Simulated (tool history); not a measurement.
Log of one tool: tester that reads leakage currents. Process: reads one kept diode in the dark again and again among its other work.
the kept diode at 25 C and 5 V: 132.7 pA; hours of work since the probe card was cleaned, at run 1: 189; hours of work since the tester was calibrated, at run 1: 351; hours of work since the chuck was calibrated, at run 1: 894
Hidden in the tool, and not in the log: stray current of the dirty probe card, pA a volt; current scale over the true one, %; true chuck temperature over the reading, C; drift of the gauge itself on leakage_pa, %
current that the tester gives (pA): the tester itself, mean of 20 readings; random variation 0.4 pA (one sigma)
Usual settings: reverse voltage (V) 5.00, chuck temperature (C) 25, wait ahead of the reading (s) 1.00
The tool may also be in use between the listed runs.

run     day  reverse voltage (V)  chuck temperature (C)  wait ahead of the reading (s)  hours of work since the probe card was cleaned  hours of work since the tester was calibrated  hours of work since the chuck was calibrated  current that the tester gives (pA)
  1   0.000                 5.00                     25                           1.00                                             189                                            351                                           894                              146.39
  2   1.217                 5.00                     25                           1.00                                             201                                            363                                           906                              145.68
  3   2.862                 5.00                     25                           1.00                                             218                                            379                                           922                              145.92
  4   3.792                12.69                     25                           1.00                                             227                                            388                                           931                              235.04
  5   5.496                 5.00                     42                           1.00                                             244                                            405                                           948                              614.01
  6   7.308                 5.00                     55                           1.00                                             262                                            423                                           966                             1675.28
  7   8.621                 5.00                     55                           1.00                                             275                                            436                                           979                             1668.27
  8   9.529                 5.00                     55                           1.00                                             283                                            445                                           988                             1670.14
  9  10.517                 5.00                     55                           1.00                                             293                                            455                                           998                             1682.48
 10  12.192                 5.00                     55                           1.00                                             310                                            471                                          1014                             1679.73
 11  13.483                 5.00                     55                           1.00                                             323                                            484                                          1027                             1682.97
 12  15.296                 5.00                     55                           1.00                                             340                                            502                                          1045                             1689.19
     15.529  -- chuck's temperature calibrated
 13  16.392                 5.00                     25                           1.00                                             350                                            512                                             9                              158.37
 14  18.008                 5.00                     25                           1.00                                             366                                            528                                            24                              157.51
 15  19.333                 5.00                     25                           1.00                                             379                                            541                                            38                              158.24
 16  20.346                 5.00                     25                           1.00                                             389                                            551                                            48                              157.84
     21.196  -- chuck's temperature calibrated, once more
 17  22.404                 5.00                     25                           1.00                                             409                                            570                                            12                              135.55
 18  24.300                 4.43                     25                           1.54                                             428                                            589                                            31                              126.83
 19  25.192                 4.40                     35                           1.39                                             436                                            598                                            39                              301.57
 20  26.425                 4.40                     32                           1.39                                             449                                            610                                            52                              234.29
 21  28.125                 4.40                     32                           1.39                                             465                                            627                                            68                              234.81
 22  29.717                 4.40                     32                           1.39                                             481                                            642                                            84                              235.18
 23  31.642                 4.40                     32                           1.39                                             500                                            661                                           103                              235.22
 24  33.467                10.59                     38                           1.89                                             518                                            679                                           121                              609.53
 25  35.042                 7.38                     25                           0.33                                             534                                            695                                           137                              169.02
 26  36.929                 7.38                     30                           4.27                                             552                                            714                                           155                              257.70
 27  38.521                 5.00                     33                           1.00                                             568                                            729                                           171                              277.64
 28  39.621                 5.00                     33                           1.00                                             579                                            740                                           182                              277.17
 29  41.096                 2.64                     25                           1.74                                             593                                            755                                           196                               98.94
 30  43.033                 2.64                     25                           1.74                                             613                                            774                                           216                               99.79

How the hidden state differs across the entries between the runs, from the last listed run before each to the first after it:
Between runs 12 and 13: chuck's temperature calibrated (day 15.529)
  stray current of the dirty probe card, pA a volt: 0.086 -> 0.088; current scale over the true one, %: 0.53 -> 0.54; true chuck temperature over the reading, C: 1.12 -> 1.79
  measured less the result without the state, current that the tester gives (pA): +142.47 -> +24.41
Between runs 16 and 17: chuck's temperature calibrated, once more (day 21.196)
  stray current of the dirty probe card, pA a volt: 0.095 -> 0.099; current scale over the true one, %: 0.58 -> 0.6; true chuck temperature over the reading, C: 1.83 -> 0.04
  measured less the result without the state, current that the tester gives (pA): +24.90 -> +1.67
